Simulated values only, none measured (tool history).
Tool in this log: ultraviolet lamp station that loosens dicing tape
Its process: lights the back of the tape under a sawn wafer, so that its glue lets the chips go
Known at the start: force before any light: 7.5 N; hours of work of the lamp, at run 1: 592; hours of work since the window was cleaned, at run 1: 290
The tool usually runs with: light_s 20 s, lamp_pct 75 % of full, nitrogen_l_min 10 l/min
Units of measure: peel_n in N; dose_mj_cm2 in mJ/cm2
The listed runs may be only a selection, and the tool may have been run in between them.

| run | day | light_s | lamp_pct | nitrogen_l_min | hours of work of the lamp | hours of work since the window was cleaned | peel_n | dose_mj_cm2 |
|---|---|---|---|---|---|---|---|---|
| 1 | 0.000 | 20 | 75 | 10 | 592 | 290 | 0.741 | 317 |
| 2 | 1.900 | 20 | 94 | 10 | 623 | 321 | 0.449 | 394 |
| 3 | 2.688 | 20 | 94 | 10 | 635 | 334 | 0.456 | 387 |
| 4 | 4.038 | 20 | 94 | 10 | 658 | 356 | 0.469 | 379 |
| 5 | 5.621 | 20 | 84 | 10 | 683 | 382 | 0.645 | 335 |
| 6 | 7.517 | 20 | 75 | 10 | 714 | 413 | 0.824 | 292 |
| 7 | 8.942 | 20 | 75 | 10 | 738 | 436 | 0.894 | 288 |
| 8 | 9.975 | 20 | 81 | 10 | 755 | 453 | 0.774 | 308 |
| 9 | 10.758 | 20 | 78 | 10 | 767 | 466 | 0.810 | 298 |
| 10 | 12.504 | 20 | 75 | 10 | 796 | 495 | 0.916 | 277 |
| 11 | 14.329 | 20 | 75 | 10 | 826 | 524 | 0.980 | 267 |
| 12 | 15.350 | 20 | 75 | 10 | 842 | 541 | 0.988 | 273 |
|  | 16.067 | window cleaned of glue's vapour |
| 13 | 16.433 | 20 | 75 | 10 | 860 | 6 | 0.756 | 305 |
| 14 | 18.329 | 20 | 75 | 10 | 891 | 37 | 0.782 | 300 |
| 15 | 19.183 | 20 | 75 | 10 | 905 | 51 | 0.816 | 295 |
| 16 | 20.696 | 20 | 77 | 10 | 929 | 76 | 0.787 | 300 |
| 17 | 21.583 | 20 | 77 | 10 | 944 | 90 | 0.824 | 304 |
| 18 | 23.000 | 20 | 75 | 10 | 967 | 113 | 0.880 | 285 |
| 19 | 24.138 | 20 | 75 | 10 | 985 | 132 | 0.907 | 285 |
| 20 | 25.038 | 20 | 66 | 10 | 1000 | 147 | 1.175 | 244 |
| 21 | 25.979 | 20 | 70 | 10 | 1015 | 162 | 1.032 | 259 |
| 22 | 27.688 | 12 | 70 | 10 | 1043 | 190 | 2.353 | 153 |
| 23 | 29.462 | 10 | 75 | 6 | 1072 | 219 | 3.224 | 132 |
| 24 | 30.842 | 10 | 68 | 6 | 1095 | 241 | 3.317 | 121 |
| 25 | 32.783 | 11 | 63 | 16 | 1127 | 273 | 2.707 | 122 |
| 26 | 33.762 | 11 | 63 | 16 | 1143 | 289 | 2.778 | 121 |
| 27 | 35.042 | 18 | 75 | 5 | 1163 | 310 | 1.770 | 222 |
| 28 | 35.825 | 39 | 75 | 4 | 1176 | 323 | 0.527 | 480 |
| 29 | 37.329 | 20 | 79 | 7 | 1201 | 347 | 1.339 | 253 |
| 30 | 39.229 | 25 | 85 | 9 | 1232 | 378 | 0.681 | 339 |
| 31 | 40.104 | 25 | 85 | 9 | 1246 | 393 | 0.680 | 334 |
| 32 | 41.088 | 10 | 75 | 10 | 1262 | 409 | 3.034 | 115 |
| 33 | 42.229 | 10 | 75 | 10 | 1281 | 427 | 3.077 | 111 |
| 34 | 43.742 | 14 | 93 | 4 | 1306 | 452 | 2.531 | 192 |
| 35 | 44.592 | 24 | 66 | 9 | 1319 | 466 | 1.398 | 236 |
| 36 | 45.542 | 33 | 81 | 18 | 1335 | 481 | 0.313 | 388 |
| 37 | 46.521 | 24 | 81 | 8 | 1351 | 497 | 1.078 | 283 |
| 38 | 47.412 | 24 | 81 | 8 | 1366 | 512 | 1.072 | 274 |
| 39 | 48.562 | 24 | 81 | 8 | 1384 | 531 | 1.128 | 271 |
|  | 50.029 | lamp changed |
|  | 50.050 | window cleaned of glue's vapour |
| 40 | 50.525 | 20 | 75 | 4 | 8 | 8 | 0.755 | 406 |
| 41 | 52.333 | 11 | 89 | 10 | 37 | 37 | 1.089 | 261 |
| 42 | 53.688 | 13 | 75 | 16 | 59 | 59 | 0.844 | 259 |

Forecast each of these 4 alternatives for the next run:
| A | 55.004 | 14 | 67 | 5 | 81 | 81 | ? | ? |
| B | 55.004 | 20 | 97 | 9 | 81 | 81 | ? | ? |
| C | 55.004 | 18 | 61 | 11 | 81 | 81 | ? | ? |
| D | 55.004 | 20 | 75 | 12 | 81 | 81 | ? | ? |

| run | peel_n | dose_mj_cm2 |
|---|---|---|
| A | 1.654 | 246 |
| B | 0.243 | 507 |
| C | 0.831 | 288 |
| D | 0.402 | 390 |
Without the tool's unlogged condition, the same runs would have read:
| run | peel_n | dose_mj_cm2 |
|---|---|---|
| A | 1.509 | 261 |
| B | 0.210 | 539 |
| C | 0.732 | 306 |
| D | 0.347 | 414 |
